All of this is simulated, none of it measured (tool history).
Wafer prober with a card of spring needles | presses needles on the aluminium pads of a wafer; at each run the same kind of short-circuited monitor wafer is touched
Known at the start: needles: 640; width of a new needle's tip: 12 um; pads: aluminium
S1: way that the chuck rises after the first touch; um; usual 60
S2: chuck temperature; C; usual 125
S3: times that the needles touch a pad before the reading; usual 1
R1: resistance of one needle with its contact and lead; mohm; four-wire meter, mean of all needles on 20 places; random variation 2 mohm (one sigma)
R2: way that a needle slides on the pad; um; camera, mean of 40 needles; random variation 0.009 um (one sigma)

run	hour	S1	S2	S3	R1	R2
1	0	60	125	1	224	9.348
2	25.1	60	125	1	225	9.353
3	73.2	60	125	1	220	9.371
4	104.4	60	125	1	224	9.352
5	143.4	60	125	1	223	9.352
6	193.9	60	51	1	206	9.356
7	231.6	60	51	1	203	9.347
8	271.1	60	51	1	206	9.351
9	317.5	60	51	1	205	9.366
10	354.9	60	51	1	208	9.356
11	380.1	60	51	1	206	9.341
12	402.4	63	37	1	204	9.822
13	451	63	37	1	202	9.824
14	472.8	60	32	2	201	9.364
15	498.9	48	50	1	209	7.495
16	535.1	48	50	1	208	7.484
17	561.7	48	50	1	216	7.487
18	595.5	41	50	2	214	6.376
19	637.3	41	31	2	210	6.385
20	685.2	70	104	2	219	10.898

Taken out of this log: 37 entries between the listed runs. Where each belongs, and how the hidden state differs across it:
Between runs 1 and 2: tips cleaned on abrasive film (hour 8.7)
  debris on the tips, nm: 1.4 -> 1.8
Between runs 2 and 3: tips cleaned on abrasive film (hour 28.3); tips cleaned on abrasive film (hour 46); tips cleaned on abrasive film (hour 67.3)
  debris on the tips, nm: 1.8 -> 0.9; way that the needles fall short of the set height, um: 0.01 -> 0.02; tips' diameter, um: 12.07 -> 12.08
Between runs 3 and 4: tips cleaned on abrasive film (hour 86.6); tips cleaned on abrasive film (hour 104.4)
  debris on the tips, nm: 0.9 -> 0.1
Between runs 4 and 5: tips cleaned on abrasive film (hour 124.9); tips cleaned on abrasive film (hour 143.4)
  way that the needles fall short of the set height, um: 0.02 -> 0.03
Between runs 5 and 6: tips cleaned on abrasive film (hour 163.8); tips cleaned on abrasive film (hour 184.7); height of the first contact set anew (hour 193.7)
  debris on the tips, nm: 0.1 -> 1.3; way that the needles fall short of the set height, um: 0.03 -> 0
Between runs 6 and 7: tips cleaned on abrasive film (hour 203.7); tips cleaned on abrasive film (hour 222.7)
  debris on the tips, nm: 1.3 -> 1.2
Between runs 7 and 8: tips cleaned on abrasive film (hour 241.8); tips cleaned on abrasive film (hour 260.4)
  debris on the tips, nm: 1.2 -> 1.5; way that the needles fall short of the set height, um: 0 -> 0.01
Between runs 8 and 9: tips cleaned on abrasive film (hour 279.4); tips cleaned on abrasive film (hour 299.1); tips cleaned on abrasive film (hour 317.4)
  debris on the tips, nm: 1.5 -> 0.2; tips' diameter, um: 12.08 -> 12.09
Between runs 9 and 10: tips cleaned on abrasive film (hour 335.3); tips cleaned on abrasive film (hour 353.6)
  debris on the tips, nm: 0.2 -> 0.3; way that the needles fall short of the set height, um: 0.01 -> 0.02
Between runs 10 and 11: tips cleaned on abrasive film (hour 371.7)
  debris on the tips, nm: 0.3 -> 1.2
Between runs 11 and 12: tips cleaned on abrasive film (hour 390.9)
  debris on the tips, nm: 1.2 -> 1.5
Between runs 12 and 13: tips cleaned on abrasive film (hour 409); tips cleaned on abrasive film (hour 429.1); tips cleaned on abrasive film (hour 449.8)
  debris on the tips, nm: 1.5 -> 0.3; way that the needles fall short of the set height, um: 0.02 -> 0.03
Between runs 13 and 14: tips cleaned on abrasive film (hour 471.5)
  no hidden state differs between the two runs
Between runs 14 and 15: tips cleaned on abrasive film (hour 492.2); height of the first contact set anew (hour 498.9)
  debris on the tips, nm: 0.3 -> 1.1; way that the needles fall short of the set height, um: 0.03 -> 0
Between runs 15 and 16: tips cleaned on abrasive film (hour 514); tips cleaned on abrasive film (hour 535.1)
  debris on the tips, nm: 1.1 -> 0.1; way that the needles fall short of the set height, um: 0 -> 0.01; tips' diameter, um: 12.09 -> 12.1
Between runs 16 and 17: tips cleaned on abrasive film (hour 555.7)
  debris on the tips, nm: 0.1 -> 1.1
Between runs 17 and 18: tips cleaned on abrasive film (hour 576); tips cleaned on abrasive film (hour 595.5)
  debris on the tips, nm: 1.1 -> 0.2
Between runs 18 and 19: tips cleaned on abrasive film (hour 616.3); tips cleaned on abrasive film (hour 634)
  debris on the tips, nm: 0.2 -> 0.6; way that the needles fall short of the set height, um: 0.01 -> 0.02
Between runs 19 and 20: tips cleaned on abrasive film (hour 651.9); tips cleaned on abrasive film (hour 669.9)
  debris on the tips, nm: 0.6 -> 1.8
